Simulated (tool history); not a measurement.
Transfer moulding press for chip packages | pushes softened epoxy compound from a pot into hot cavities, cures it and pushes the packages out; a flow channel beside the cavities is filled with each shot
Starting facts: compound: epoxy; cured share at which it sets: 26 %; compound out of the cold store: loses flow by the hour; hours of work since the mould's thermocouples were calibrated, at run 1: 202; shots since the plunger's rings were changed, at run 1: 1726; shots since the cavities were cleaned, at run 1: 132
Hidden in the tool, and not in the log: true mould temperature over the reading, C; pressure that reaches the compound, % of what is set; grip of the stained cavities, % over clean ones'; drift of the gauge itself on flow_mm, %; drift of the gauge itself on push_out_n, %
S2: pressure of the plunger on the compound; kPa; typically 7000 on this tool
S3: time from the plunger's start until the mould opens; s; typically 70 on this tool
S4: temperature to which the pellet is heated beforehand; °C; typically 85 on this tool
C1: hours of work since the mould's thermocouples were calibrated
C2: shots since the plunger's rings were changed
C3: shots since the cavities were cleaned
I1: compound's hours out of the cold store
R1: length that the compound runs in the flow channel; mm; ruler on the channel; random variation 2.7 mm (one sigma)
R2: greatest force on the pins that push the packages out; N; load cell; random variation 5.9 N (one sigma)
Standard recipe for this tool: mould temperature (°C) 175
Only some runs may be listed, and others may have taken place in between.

{"run": 1, "day": 0.0, "mould temperature (°C)": 175, "S2": 7000, "S3": 70, "S4": 85, "C1": 202, "C2": 1726, "C3": 132, "I1": 27.9, "R1": 535, "R2": 280}
{"day": 2.304, "done": "cavities cleaned with cleaning compound and waxed"}
{"run": 2, "day": 2.342, "mould temperature (°C)": 175, "S2": 7000, "S3": 70, "S4": 85, "C1": 234, "C2": 2535, "C3": 15, "I1": 46.1, "R1": 492, "R2": 233}
{"run": 3, "day": 4.238, "mould temperature (°C)": 175, "S2": 7000, "S3": 70, "S4": 85, "C1": 261, "C2": 3207, "C3": 687, "I1": 26.0, "R1": 532, "R2": 401}
{"day": 5.029, "done": "cavities cleaned with cleaning compound and waxed"}
{"run": 4, "day": 6.204, "mould temperature (°C)": 175, "S2": 7000, "S3": 70, "S4": 85, "C1": 287, "C2": 3882, "C3": 416, "I1": 30.9, "R1": 517, "R2": 340}
{"day": 6.512, "done": "plunger's sealing rings changed"}
{"day": 7.967, "done": "cavities cleaned with cleaning compound and waxed"}
{"run": 5, "day": 8.546, "mould temperature (°C)": 175, "S2": 7000, "S3": 70, "S4": 85, "C1": 318, "C2": 699, "C3": 205, "I1": 27.7, "R1": 539, "R2": 299}
{"run": 6, "day": 9.938, "mould temperature (°C)": 175, "S2": 7000, "S3": 70, "S4": 85, "C1": 338, "C2": 1192, "C3": 698, "I1": 34.6, "R1": 520, "R2": 403}
{"day": 10.658, "done": "cavities cleaned with cleaning compound and waxed"}
{"run": 7, "day": 12.196, "mould temperature (°C)": 175, "S2": 6510, "S3": 70, "S4": 85, "C1": 369, "C2": 1971, "C3": 546, "I1": 32.3, "R1": 507, "R2": 368}
{"day": 13.317, "done": "cavities cleaned with cleaning compound and waxed"}
{"run": 8, "day": 14.075, "mould temperature (°C)": 175, "S2": 7000, "S3": 92, "S4": 85, "C1": 394, "C2": 2615, "C3": 268, "I1": 38.0, "R1": 511, "R2": 250}
{"run": 9, "day": 15.442, "mould temperature (°C)": 175, "S2": 7000, "S3": 92, "S4": 85, "C1": 414, "C2": 3100, "C3": 753, "I1": 38.7, "R1": 513, "R2": 332}
{"day": 16.188, "done": "cavities cleaned with cleaning compound and waxed"}
{"day": 17.854, "done": "plunger's sealing rings changed"}
{"run": 10, "day": 18.308, "mould temperature (°C)": 175, "S2": 7000, "S3": 70, "S4": 85, "C1": 452, "C2": 161, "C3": 716, "I1": 14.3, "R1": 569, "R2": 405}
{"day": 18.942, "done": "cavities cleaned with cleaning compound and waxed"}
{"run": 11, "day": 19.979, "mould temperature (°C)": 175, "S2": 6910, "S3": 70, "S4": 85, "C1": 475, "C2": 730, "C3": 367, "I1": 33.8, "R1": 521, "R2": 322}
{"day": 21.592, "done": "cavities cleaned with cleaning compound and waxed"}
{"run": 12, "day": 21.592, "mould temperature (°C)": 175, "S2": 7000, "S3": 70, "S4": 85, "C1": 497, "C2": 1281, "C3": 0, "I1": 23.8, "R1": 545, "R2": 233}
{"run": 13, "day": 22.854, "mould temperature (°C)": 175, "S2": 7000, "S3": 70, "S4": 85, "C1": 514, "C2": 1729, "C3": 448, "I1": 32.6, "R1": 528, "R2": 361}
{"day": 24.283, "done": "cavities cleaned with cleaning compound and waxed"}
{"run": 14, "day": 24.896, "mould temperature (°C)": 175, "S2": 7000, "S3": 70, "S4": 85, "C1": 542, "C2": 2431, "C3": 218, "I1": 34.7, "R1": 516, "R2": 302}
{"run": 15, "day": 26.671, "mould temperature (°C)": 175, "S2": 7000, "S3": 70, "S4": 85, "C1": 567, "C2": 3060, "C3": 847, "I1": 15.5, "R1": 552, "R2": 435}
{"day": 26.921, "done": "cavities cleaned with cleaning compound and waxed"}
{"run": 16, "day": 27.862, "mould temperature (°C)": 176, "S2": 7000, "S3": 70, "S4": 91, "C1": 583, "C2": 3460, "C3": 333, "I1": 38.3, "R1": 505, "R2": 333}
{"day": 29.325, "done": "plunger's sealing rings changed"}
{"day": 29.721, "done": "cavities cleaned with cleaning compound and waxed"}
{"run": 17, "day": 29.721, "mould temperature (°C)": 176, "S2": 7000, "S3": 70, "S4": 91, "C1": 607, "C2": 118, "C3": 0, "I1": 20.5, "R1": 553, "R2": 221}
{"day": 32.358, "done": "cavities cleaned with cleaning compound and waxed"}
{"run": 18, "day": 32.375, "mould temperature (°C)": 176, "S2": 7000, "S3": 89, "S4": 84, "C1": 644, "C2": 1038, "C3": 7, "I1": 11.7, "R1": 573, "R2": 200}
{"run": 19, "day": 33.875, "mould temperature (°C)": 176, "S2": 7000, "S3": 89, "S4": 84, "C1": 665, "C2": 1569, "C3": 538, "I1": 32.3, "R1": 527, "R2": 294}
{"day": 34.992, "done": "cavities cleaned with cleaning compound and waxed"}
{"run": 20, "day": 35.9, "mould temperature (°C)": 176, "S2": 5430, "S3": 89, "S4": 84, "C1": 693, "C2": 2265, "C3": 322, "I1": 39.9, "R1": 444, "R2": 273}
{"day": 37.725, "done": "cavities cleaned with cleaning compound and waxed"}
{"run": 21, "day": 38.308, "mould temperature (°C)": 172, "S2": 6200, "S3": 70, "S4": 85, "C1": 726, "C2": 3098, "C3": 207, "I1": 29.0, "R1": 507, "R2": 370}
{"run": 22, "day": 40.192, "mould temperature (°C)": 172, "S2": 6200, "S3": 70, "S4": 85, "C1": 753, "C2": 3765, "C3": 874, "I1": 14.9, "R1": 530, "R2": 533}
{"day": 40.417, "done": "cavities cleaned with cleaning compound and waxed"}
{"day": 40.942, "done": "plunger's sealing rings changed"}
{"run": 23, "day": 42.371, "mould temperature (°C)": 175, "S2": 6670, "S3": 100, "S4": 77, "C1": 781, "C2": 507, "C3": 657, "I1": 33.5, "R1": 517, "R2": 329}
{"day": 43.2, "done": "cavities cleaned with cleaning compound and waxed"}
{"run": 24, "day": 44.342, "mould temperature (°C)": 175, "S2": 8620, "S3": 104, "S4": 88, "C1": 808, "C2": 1183, "C3": 405, "I1": 35.6, "R1": 581, "R2": 278}
{"day": 45.925, "done": "cavities cleaned with cleaning compound and waxed"}
{"day": 46.483, "done": "mould's thermocouples calibrated"}
{"run": 25, "day": 46.746, "mould temperature (°C)": 175, "S2": 8620, "S3": 104, "S4": 88, "C1": 4, "C2": 1984, "C3": 262, "I1": 23.6, "R1": 604, "R2": 253}
{"day": 48.75, "done": "cavities cleaned with cleaning compound and waxed"}
{"run": 26, "day": 48.796, "mould temperature (°C)": 178, "S2": 7000, "S3": 70, "S4": 85, "C1": 32, "C2": 2689, "C3": 16, "I1": 29.0, "R1": 518, "R2": 199}
{"run": 27, "day": 50.021, "mould temperature (°C)": 178, "S2": 7480, "S3": 60, "S4": 84, "C1": 49, "C2": 3123, "C3": 450, "I1": 20.6, "R1": 545, "R2": 380}

For each run, the measured value with the value that run would have given without the tool's hidden condition subtracted. The run-to-run variation is shared by both, the gauge scatter possibly not:
run=1 R1=-8 R2=+63
run=2 R1=-11 R2=+12
run=3 R1=-14 R2=+180
run=4 R1=-17 R2=+129
run=5 R1=-2 R2=+81
run=6 R1=-4 R2=+185
run=7 R1=-6 R2=+154
run=8 R1=-9 R2=+73
run=9 R1=-10 R2=+149
run=10 R1=+0 R2=+187
run=11 R1=-2 R2=+122
run=12 R1=-4 R2=+16
run=13 R1=-6 R2=+142
run=14 R1=-8 R2=+88
run=15 R1=-11 R2=+220
run=16 R1=-13 R2=+124
run=17 R1=+3 R2=+15
run=18 R1=-1 R2=+8
run=19 R1=-4 R2=+121
run=20 R1=-5 R2=+89
run=21 R1=-8 R2=+121
run=22 R1=-11 R2=+282
run=23 R1=+1 R2=+140
run=24 R1=-2 R2=+96
run=25 R1=-10 R2=+80
run=26 R1=-12 R2=+6
run=27 R1=-15 R2=+139
